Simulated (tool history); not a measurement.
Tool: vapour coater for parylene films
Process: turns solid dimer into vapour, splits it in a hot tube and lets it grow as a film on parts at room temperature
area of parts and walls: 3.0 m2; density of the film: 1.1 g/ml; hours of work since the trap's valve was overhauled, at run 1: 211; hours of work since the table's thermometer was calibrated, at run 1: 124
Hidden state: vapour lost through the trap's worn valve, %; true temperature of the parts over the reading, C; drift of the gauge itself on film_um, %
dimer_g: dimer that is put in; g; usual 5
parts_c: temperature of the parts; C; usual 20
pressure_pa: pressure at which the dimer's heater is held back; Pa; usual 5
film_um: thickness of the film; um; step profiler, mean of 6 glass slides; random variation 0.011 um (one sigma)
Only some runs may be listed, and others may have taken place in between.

run	hour	dimer_g	parts_c	pressure_pa	hours of work since the trap's valve was overhauled	hours of work since the table's thermometer was calibrated	film_um
1	0	5	20	5	211	124	1.01
2	38.6	5	20	5	232	145	1.01
3	96.3	5	20	5	265	178	1.01
4	143.2	6	20	5	291	204	1.18
5	206.4	5	20	5	326	240	0.99
6	272.5	5	20	5	364	277	1
7	332.2	5	20	5	397	310	1.01
8	401	5	15	5	436	349	1.2
9	470.3	7	15	5	475	388	1.68
10	538.8	5	20	5	513	426	1.01
11	569.9	5	15	5	530	444	1.2
12	624.1	5	18	5	561	474	1.07
# hour 657.7: trap's valve overhauled
13	684.2	5	20	5	15	506	1
14	730.6	5	20	5	41	532	1
15	790.6	5	20	5	75	565	1
16	848.4	5	20	5	107	598	1.01
17	921.3	5	20	5	148	639	0.99
18	959.4	5	20	5	169	660	0.98
19	1029.8	5	20	5	209	700	0.99
20	1082.4	5	16	5	238	729	1.16
21	1132.9	5	16	5	267	757	1.15
22	1167.5	5	16	5	286	777	1.16
23	1230	5	16	5	321	812	1.13
24	1305.1	5	20	5.25	363	854	0.99
25	1361.4	5	20	5.25	395	886	1

The next listed run, before its measurement:
26	1435.3	4	20	7.92	436	927	?

{"run 26": {"film_um": 0.72}}
On a tool with no hidden condition, and with the same random variation, this run would have come out at film_um 0.72 um.
